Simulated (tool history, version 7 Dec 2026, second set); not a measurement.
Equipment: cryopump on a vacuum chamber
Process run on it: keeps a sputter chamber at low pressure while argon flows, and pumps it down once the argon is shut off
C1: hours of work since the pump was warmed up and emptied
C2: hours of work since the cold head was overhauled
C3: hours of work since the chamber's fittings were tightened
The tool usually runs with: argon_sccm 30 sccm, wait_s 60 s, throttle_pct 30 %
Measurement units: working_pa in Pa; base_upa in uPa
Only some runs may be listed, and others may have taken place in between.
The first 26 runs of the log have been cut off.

Run 27, hour 2573.4: usual settings but argon_sccm 29 sccm, wait_s 42 s; C1 899; C2 3028; C3 3336. Result: working_pa 0.0827 Pa, base_upa 2.65 uPa.
Run 28, hour 2656.4: usual settings but argon_sccm 29 sccm, wait_s 42 s; C1 966; C2 3094; C3 3403. Result: working_pa 0.0822 Pa, base_upa 2.67 uPa.
At hour 2785.5: pump warmed up, emptied and cooled again.
Run 29, hour 2785.5: usual settings but argon_sccm 29 sccm, wait_s 42 s; C1 0; C2 3193; C3 3502. Result: working_pa 0.0791 Pa, base_upa 2.55 uPa.
Run 30, hour 2909.7: usual settings but argon_sccm 42 sccm, wait_s 251 s, throttle_pct 28 %; C1 99; C2 3293; C3 3601. Result: working_pa 0.123 Pa, base_upa 1.88 uPa.
Run 31, hour 2975.8: usual settings but argon_sccm 58 sccm, wait_s 41 s, throttle_pct 28 %; C1 152; C2 3346; C3 3654. Result: working_pa 0.1706 Pa, base_upa 2.55 uPa.
Run 32, hour 3059.6: usual settings but argon_sccm 58 sccm, wait_s 41 s, throttle_pct 28 %; C1 219; C2 3413; C3 3721. Result: working_pa 0.1709 Pa, base_upa 2.64 uPa.
Run 33, hour 3174.6: usual settings but argon_sccm 21 sccm, wait_s 65 s; C1 311; C2 3505; C3 3813. Result: working_pa 0.0581 Pa, base_upa 2.35 uPa.
At hour 3245.7: leaking fittings of the chamber tightened, without venting.
Run 34, hour 3299.1: usual settings but wait_s 22 s, throttle_pct 41 %; C1 409; C2 3603; C3 43. Result: working_pa 0.0614 Pa, base_upa 1.7 uPa.
Run 35, hour 3357.3: usual settings but argon_sccm 15 sccm, wait_s 280 s, throttle_pct 47 %; C1 456; C2 3649; C3 89. Result: working_pa 0.0272 Pa, base_upa 0.34 uPa.

Alternative continuations, all from the tool just after run 35; predict every row:
Run A, hour 3443.5: usual settings but argon_sccm 50 sccm, wait_s 111 s, throttle_pct 39 %; C1 525; C2 3718; C3 158. Result: working_pa ?, base_upa ?.
Run B, hour 3443.5: usual settings but argon_sccm 14 sccm, wait_s 121 s, throttle_pct 25 %; C1 525; C2 3718; C3 158. Result: working_pa ?, base_upa ?.
Run C, hour 3443.5: usual settings but argon_sccm 32 sccm, wait_s 74 s, throttle_pct 26 %; C1 525; C2 3718; C3 158. Result: working_pa ?, base_upa ?.

run  working_pa  base_upa
  A      0.1091      0.58
  B      0.0461      0.52
  C      0.1031       0.7
What these runs would have given with no unlogged condition in the tool:
run  working_pa  base_upa
  A      0.1037      0.46
  B      0.0446      0.41
  C      0.0997      0.59
